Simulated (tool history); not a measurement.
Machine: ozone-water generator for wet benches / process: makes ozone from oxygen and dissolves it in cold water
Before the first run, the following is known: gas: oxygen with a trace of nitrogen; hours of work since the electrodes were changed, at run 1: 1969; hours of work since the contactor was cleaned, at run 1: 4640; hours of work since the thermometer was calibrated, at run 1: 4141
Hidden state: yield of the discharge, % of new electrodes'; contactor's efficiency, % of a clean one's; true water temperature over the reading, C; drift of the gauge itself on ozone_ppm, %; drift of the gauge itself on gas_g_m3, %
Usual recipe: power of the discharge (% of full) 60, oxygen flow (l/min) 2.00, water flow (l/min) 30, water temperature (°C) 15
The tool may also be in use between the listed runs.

run,hour,power of the discharge (% of full),oxygen flow (l/min),water flow (l/min),water temperature (°C),hours of work since the electrodes were changed,hours of work since the contactor was cleaned,hours of work since the thermometer was calibrated,dissolved ozone (ppm),ozone in the gas ahead of the water (g/m3)
1,0.0,60,2.00,30,15,1969,4640,4141,8.4,190.5
2,54.5,60,2.00,30,15,2010,4681,4182,8.6,190.5
3,127.5,97,2.00,30,15,2065,4736,4237,12.2,273.7
4,179.9,95,2.00,30,15,2105,4775,4277,11.9,270.0
5,250.4,60,2.00,30,16,2158,4828,4330,8.2,189.4
6,314.7,60,2.00,30,16,2206,4877,4378,8.4,188.7
7,402.5,99,2.23,22,15,2272,4943,4444,17.3,258.6
8,486.8,99,1.00,27,15,2335,5006,4507,11.6,428.8
9,527.9,46,1.05,27,20,2366,5037,4538,6.4,232.2
10,586.5,43,2.73,19,12,2410,5081,4582,10.8,121.1

Predict each of these 4 candidate next runs independently; none follows another, all start after run 10:
A,668.4,60,2.00,30,21,2472,5142,4644,?,?
B,668.4,44,2.73,22,9,2472,5142,4644,?,?
C,668.4,60,2.00,30,11,2472,5142,4644,?,?
D,668.4,69,2.73,19,12,2472,5142,4644,?,?

run,dissolved ozone (ppm),ozone in the gas ahead of the water (g/m3)
A,8.0,189.0
B,9.8,121.8
C,8.6,187.8
D,15.8,171.8
Stripped of hidden state, with their random variation kept, the same runs would have yielded:
run,dissolved ozone (ppm),ozone in the gas ahead of the water (g/m3)
A,8.8,198.8
B,10.5,126.4
C,9.5,197.5
D,17.3,181.8
